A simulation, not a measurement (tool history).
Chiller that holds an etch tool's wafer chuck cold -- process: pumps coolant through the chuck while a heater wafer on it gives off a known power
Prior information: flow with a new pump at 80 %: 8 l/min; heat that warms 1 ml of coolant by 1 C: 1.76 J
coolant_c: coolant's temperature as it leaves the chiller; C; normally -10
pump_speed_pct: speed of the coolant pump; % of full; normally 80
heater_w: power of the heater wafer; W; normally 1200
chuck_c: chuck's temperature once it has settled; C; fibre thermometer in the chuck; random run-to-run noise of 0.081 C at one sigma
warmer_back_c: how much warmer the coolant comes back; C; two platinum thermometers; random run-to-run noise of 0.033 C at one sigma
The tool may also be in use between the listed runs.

run,hour,coolant_c,pump_speed_pct,heater_w,chuck_c,warmer_back_c
1,0,-10,80,1200,-1.4,5.12
2,49.7,-10,80,1200,-1.5,5.09
3,103.9,-10,77,1200,-0.89,5.33
4,151.6,-9,77,1200,-0.16,5.33
5,207.5,-16,80,1200,-7.38,5.09
6,254.1,-16,80,1200,-7.41,5.1
7,295.4,-10,71,758,-4.03,3.67
8,340.7,-14,73,648,-9.08,3.08
9,380.6,-16,94,612,-12.05,2.15
10,442.2,-10,71,1473,1.78,7.14

Forecast each of these 5 alternatives for the next run:
A,491,-16,71,1473,?,?
B,491,-10,80,1015,?,?
C,491,-10,80,708,?,?
D,491,-10,81,1473,?,?
E,491,-6,76,640,?,?

run,chuck_c,warmer_back_c
A,-4.11,7.18
B,-2.66,4.33
C,-4.9,3.01
D,0.32,6.19
E,-1.33,2.92
Take away the tool's hidden state, keep each run's random variation, and the runs would have read:
run,chuck_c,warmer_back_c
A,-4.38,7.19
B,-2.79,4.33
C,-4.94,3.01
D,0.08,6.2
E,-1.36,2.92
